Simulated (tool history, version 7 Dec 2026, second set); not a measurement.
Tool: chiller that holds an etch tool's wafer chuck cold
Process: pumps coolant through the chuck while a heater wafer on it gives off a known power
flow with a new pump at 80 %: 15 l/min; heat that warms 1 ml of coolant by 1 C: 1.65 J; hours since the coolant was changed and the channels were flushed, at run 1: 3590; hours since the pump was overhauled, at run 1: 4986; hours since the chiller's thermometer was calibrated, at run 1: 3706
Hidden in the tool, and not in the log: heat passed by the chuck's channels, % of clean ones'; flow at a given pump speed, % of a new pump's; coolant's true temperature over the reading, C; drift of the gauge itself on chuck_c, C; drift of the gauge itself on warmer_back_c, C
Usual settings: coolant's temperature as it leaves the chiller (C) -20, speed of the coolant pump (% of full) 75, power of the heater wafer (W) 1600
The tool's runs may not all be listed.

run	hour	coolant's temperature as it leaves the chiller (C)	speed of the coolant pump (% of full)	power of the heater wafer (W)	hours since the coolant was changed and the channels were flushed	hours since the pump was overhauled	hours since the chiller's thermometer was calibrated	chuck's temperature once it has settled (C)	how much warmer the coolant comes back (C)
1	0	-20	75	1600	3590	4986	3706	-3	4.48
2	53.1	-20	75	1600	3643	5039	3759	-3	4.54
3	115.5	-20	75	1600	3705	5102	3821	-3	4.55
4	197.9	-20	75	1600	3788	5184	3904	-3	4.52
5	274.2	-20	75	1979	3864	5261	3980	1	5.58
6	339.2	-20	75	1979	3929	5326	4045	1.3	5.65
7	388.5	-20	75	1979	3978	5375	4094	1.1	5.63
8	497.7	-20	75	1979	4087	5484	4203	1.3	5.67
9	594.9	-20	75	1979	4185	5581	4301	1.3	5.59
10	699.9	-20	75	1979	4290	5686	4406	1.4	5.61
11	776.6	-20	75	1650	4366	5763	4482	-2	4.73
12	840.2	-21	75	1650	4430	5827	4546	-3.1	4.76
13	902.5	-20	75	1600	4492	5889	4608	-2.7	4.54
14	1006.1	-15	75	1600	4596	5992	4712	2.4	4.63
15	1085.9	-15	75	1600	4676	6072	4792	2.4	4.56
16	1159	-15	75	1600	4749	6145	4865	2.3	4.65
17	1241.6	-15	75	1600	4831	6228	4947	2.5	4.61
18	1359.6	-17	89	1130	4949	6346	5065	-6.3	2.73
19	1469.9	-29	89	1057	5060	6456	5176	-19	2.58
20	1585.8	-19	89	1057	5176	6572	5292	-9	2.62
21	1669.2	-19	89	1057	5259	6656	5375	-8.9	2.59
22	1774.7	-11	86	1010	5365	6761	5480	-1.2	2.66
23	1879.8	-19	75	1067	5470	6866	5586	-7.3	3.12
# hour 1965.2: chiller's thermometer calibrated
24	1994.1	-18	68	962	5583	6980	29	-6.4	3.08
25	2094	-18	68	962	5683	7079	129	-6.4	3.13
26	2178.8	-20	97	1600	5768	7164	214	-5.5	3.62
27	2291.4	-29	97	832	5880	7277	326	-21.6	1.88
28	2393.1	-20	75	1007	5982	7378	428	-8.8	2.99
29	2445.5	-20	75	1007	6034	7431	480	-8.6	2.91
30	2555.8	-23	72	1345	6145	7541	591	-7.3	4.15
31	2673.6	-20	83	1797	6262	7659	708	-1.3	4.8

How the hidden state differs across the entries between the runs, from the last listed run before each to the first after it:
Between runs 23 and 24: chiller's thermometer calibrated (hour 1965.2)
  heat passed by the chuck's channels, % of clean ones': 94.4 -> 94.3; flow at a given pump speed, % of a new pump's: 88.6 -> 88.4; coolant's true temperature over the reading, C: -0.14 -> -0.07
  measured less the result without the state, chuck's temperature once it has settled (C): +1.5 -> +1.6; how much warmer the coolant comes back (C): +0.35 -> +0.35

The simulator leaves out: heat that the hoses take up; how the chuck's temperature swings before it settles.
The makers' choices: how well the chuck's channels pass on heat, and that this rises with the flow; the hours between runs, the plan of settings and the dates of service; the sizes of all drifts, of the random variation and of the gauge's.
